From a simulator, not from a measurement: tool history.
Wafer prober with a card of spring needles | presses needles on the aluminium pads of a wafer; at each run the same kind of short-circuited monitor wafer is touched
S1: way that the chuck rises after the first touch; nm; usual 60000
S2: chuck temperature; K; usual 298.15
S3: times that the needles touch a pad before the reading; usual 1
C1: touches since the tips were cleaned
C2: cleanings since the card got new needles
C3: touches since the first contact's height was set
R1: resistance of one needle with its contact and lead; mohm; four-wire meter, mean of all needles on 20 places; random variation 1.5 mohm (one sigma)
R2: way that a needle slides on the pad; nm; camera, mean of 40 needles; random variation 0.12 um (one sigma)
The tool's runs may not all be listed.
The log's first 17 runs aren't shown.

run	hour	S1	S2	S3	C1	C2	C3	R1	R2
# hour 308: tips cleaned on abrasive film
18	324.6	60000	345.15	1	3715	30	175344	168	10360
# hour 332.5: tips cleaned on abrasive film
19	336.9	60000	345.15	1	989	31	178075	153	10350
# hour 356.2: tips cleaned on abrasive film
20	362.7	60000	308.15	1	1452	32	183837	152	10120
# hour 379.9: tips cleaned on abrasive film
21	386.8	60000	308.15	1	1548	33	189224	152	10230
# hour 404.9: tips cleaned on abrasive film
22	412.1	60000	362.15	1	1632	34	194879	164	10180
# hour 428.7: tips cleaned on abrasive film
23	435.2	49000	375.15	1	1443	35	200024	169	8240
# hour 453.5: tips cleaned on abrasive film
24	461.5	65000	298.15	1	1797	36	205907	153	11200
25	475	65000	298.15	1	4811	36	208921	167	11210
# hour 477.2: tips cleaned on abrasive film
26	491.7	60000	302.15	2	3237	37	212647	152	10150
# hour 501: tips cleaned on abrasive film
27	517.4	60000	302.15	2	3665	38	218383	149	10140
# hour 525.8: tips cleaned on abrasive film
28	539.7	60000	311.15	3	3116	39	223364	149	10070
# hour 549.3: tips cleaned on abrasive film
29	562.4	60000	311.15	3	2934	40	228430	148	10160
# hour 574.4: tips cleaned on abrasive film
30	587.7	57000	311.15	1	2988	41	234098	167	9660
# hour 600: tips cleaned on abrasive film
31	609.5	55000	309.15	2	2126	42	238955	153	9090
# hour 623.7: tips cleaned on abrasive film
32	623.7	79000	309.15	2	0	43	242115	140	13280
33	645.2	47000	350.15	2	4818	43	246933	175	7740

Forecast each of these 3 alternatives for the next run:
# hour 649.4: tips cleaned on abrasive film
# hour 653.4: height of the first contact set anew
A	668	49000	299.15	2	4105	44	3269	?	?
# hour 649.4: tips cleaned on abrasive film
# hour 653.4: height of the first contact set anew
B	668	60000	298.15	2	4105	44	3269	?	?
# hour 649.4: tips cleaned on abrasive film
# hour 653.4: height of the first contact set anew
C	668	80000	307.15	3	4105	44	3269	?	?

run	R1	R2
A	158	9230
B	150	11230
C	145	14680
Without the tool's hidden state the same runs would have given:
run	R1	R2
A	136	9230
B	135	11230
C	139	14680

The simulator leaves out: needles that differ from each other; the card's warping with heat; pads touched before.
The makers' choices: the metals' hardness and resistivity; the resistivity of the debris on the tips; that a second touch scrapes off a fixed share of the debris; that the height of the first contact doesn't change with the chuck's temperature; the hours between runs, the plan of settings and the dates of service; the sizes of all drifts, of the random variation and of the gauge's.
